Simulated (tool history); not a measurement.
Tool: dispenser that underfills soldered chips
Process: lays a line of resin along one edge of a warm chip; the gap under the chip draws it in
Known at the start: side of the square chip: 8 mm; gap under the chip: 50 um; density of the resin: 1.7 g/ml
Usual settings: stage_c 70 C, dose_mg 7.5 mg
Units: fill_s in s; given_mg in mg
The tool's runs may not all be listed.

{"run": 1, "hour": 0.0, "stage_c": 70, "dose_mg": 7.5, "fill_s": 104.8, "given_mg": 6.93}
{"run": 2, "hour": 4.5, "stage_c": 84, "dose_mg": 7.5, "fill_s": 79.2, "given_mg": 7.06}
{"run": 3, "hour": 7.9, "stage_c": 84, "dose_mg": 7.5, "fill_s": 93.2, "given_mg": 7.07}
{"hour": 11.8, "done": "new syringe of resin"}
{"hour": 13.4, "done": "dispensing valve cleaned and set on the balance"}
{"run": 4, "hour": 15.3, "stage_c": 84, "dose_mg": 7.5, "fill_s": 63.4, "given_mg": 7.56}
{"run": 5, "hour": 21.4, "stage_c": 84, "dose_mg": 7.5, "fill_s": 85.8, "given_mg": 7.46}
{"hour": 27.2, "done": "new syringe of resin"}
{"run": 6, "hour": 29.3, "stage_c": 84, "dose_mg": 7.5, "fill_s": 63.1, "given_mg": 7.4}
{"run": 7, "hour": 37.2, "stage_c": 70, "dose_mg": 9.26, "fill_s": 145.6, "given_mg": 9.12}
{"hour": 41.5, "done": "new syringe of resin"}
{"run": 8, "hour": 42.4, "stage_c": 70, "dose_mg": 9.26, "fill_s": 96.4, "given_mg": 9.17}
{"run": 9, "hour": 49.0, "stage_c": 70, "dose_mg": 9.26, "fill_s": 132.6, "given_mg": 8.99}
{"run": 10, "hour": 54.0, "stage_c": 57, "dose_mg": 7.5, "fill_s": 290.5, "given_mg": 7.41}
{"hour": 55.7, "done": "new syringe of resin"}
{"run": 11, "hour": 59.4, "stage_c": 57, "dose_mg": 7.5, "fill_s": 187.6, "given_mg": 7.27}
{"run": 12, "hour": 63.2, "stage_c": 70, "dose_mg": 7.5, "fill_s": 136.2, "given_mg": 7.25}
{"hour": 69.9, "done": "new syringe of resin"}
{"run": 13, "hour": 69.9, "stage_c": 70, "dose_mg": 7.5, "fill_s": 95.4, "given_mg": 7.37}
{"run": 14, "hour": 73.3, "stage_c": 70, "dose_mg": 7.5, "fill_s": 113.3, "given_mg": 7.27}
{"run": 15, "hour": 78.6, "stage_c": 64, "dose_mg": 7.5, "fill_s": 180.8, "given_mg": 7.17}
{"run": 16, "hour": 82.2, "stage_c": 64, "dose_mg": 7.5, "fill_s": 216.1, "given_mg": 7.27}
{"hour": 84.1, "done": "new syringe of resin"}
{"run": 17, "hour": 87.5, "stage_c": 72, "dose_mg": 7.5, "fill_s": 105, "given_mg": 7.16}
{"run": 18, "hour": 94.6, "stage_c": 70, "dose_mg": 7.5, "fill_s": 155.8, "given_mg": 7.12}
{"hour": 98.7, "done": "new syringe of resin"}
{"run": 19, "hour": 100.8, "stage_c": 82, "dose_mg": 8.37, "fill_s": 67.4, "given_mg": 7.95}
{"run": 20, "hour": 104.8, "stage_c": 82, "dose_mg": 8.37, "fill_s": 83.9, "given_mg": 7.95}
{"hour": 112.9, "done": "new syringe of resin"}
{"run": 21, "hour": 113.0, "stage_c": 57, "dose_mg": 6.72, "fill_s": 169.6, "given_mg": 6.35}
{"run": 22, "hour": 119.1, "stage_c": 57, "dose_mg": 6.72, "fill_s": 225.1, "given_mg": 6.38}
{"run": 23, "hour": 122.7, "stage_c": 58, "dose_mg": 7.56, "fill_s": 251.5, "given_mg": 7.02}
{"run": 24, "hour": 126.1, "stage_c": 77, "dose_mg": 7.5, "fill_s": 142.2, "given_mg": 7.13}
{"hour": 127.0, "done": "new syringe of resin"}
{"run": 25, "hour": 132.9, "stage_c": 70, "dose_mg": 9.39, "fill_s": 124.7, "given_mg": 8.78}
{"run": 26, "hour": 137.5, "stage_c": 57, "dose_mg": 9, "fill_s": 254.4, "given_mg": 8.36}
{"hour": 141.2, "done": "new syringe of resin"}
{"hour": 142.8, "done": "dispensing valve cleaned and set on the balance"}
{"run": 27, "hour": 145.0, "stage_c": 65, "dose_mg": 9.62, "fill_s": 131.2, "given_mg": 9.54}
{"run": 28, "hour": 152.0, "stage_c": 60, "dose_mg": 7.31, "fill_s": 229.9, "given_mg": 7.22}
{"hour": 156.1, "done": "new syringe of resin"}
{"run": 29, "hour": 156.1, "stage_c": 60, "dose_mg": 7.31, "fill_s": 143.3, "given_mg": 7.31}
{"run": 30, "hour": 163.7, "stage_c": 70, "dose_mg": 8.25, "fill_s": 135.6, "given_mg": 8.19}
{"hour": 170.1, "done": "new syringe of resin"}
{"run": 31, "hour": 170.1, "stage_c": 64, "dose_mg": 9.77, "fill_s": 120, "given_mg": 9.52}
{"run": 32, "hour": 176.3, "stage_c": 60, "dose_mg": 7.86, "fill_s": 190.5, "given_mg": 7.74}
{"run": 33, "hour": 180.2, "stage_c": 61, "dose_mg": 7.53, "fill_s": 227, "given_mg": 7.32}
{"hour": 184.0, "done": "new syringe of resin"}
{"run": 34, "hour": 185.6, "stage_c": 84, "dose_mg": 9.2, "fill_s": 60.7, "given_mg": 8.94}
{"run": 35, "hour": 191.0, "stage_c": 82, "dose_mg": 7.5, "fill_s": 88.5, "given_mg": 7.33}

Hidden state or all else? Some run-to-run changes of fill_s, split into what the settings, what came in and random variation would give without the hidden state, and what is left for the hidden state (with any gauge scatter that isn't in both results):
The hidden state here: resin's viscosity, % of fresh resin's; dose that the valve gives, % of what is set; true chip temperature over the reading, C; drift of the gauge itself on fill_s, %; drift of the gauge itself on given_mg, %.
Run 9 -> 10: stage_c 70 -> 57, dose_mg 9.26 -> 7.5. fill_s +157.9 s: hidden state +96.7, all else +61.2.
Run 10 -> 11: new syringe of resin. fill_s -102.9 s: hidden state -100.3, all else -2.6.
Run 25 -> 26: stage_c 70 -> 57, dose_mg 9.39 -> 9. fill_s +129.7 s: hidden state +76.2, all else +53.5.
Run 33 -> 34: stage_c 61 -> 84, dose_mg 7.53 -> 9.2, new syringe of resin. fill_s -166.3 s: hidden state -92.5, all else -73.8.

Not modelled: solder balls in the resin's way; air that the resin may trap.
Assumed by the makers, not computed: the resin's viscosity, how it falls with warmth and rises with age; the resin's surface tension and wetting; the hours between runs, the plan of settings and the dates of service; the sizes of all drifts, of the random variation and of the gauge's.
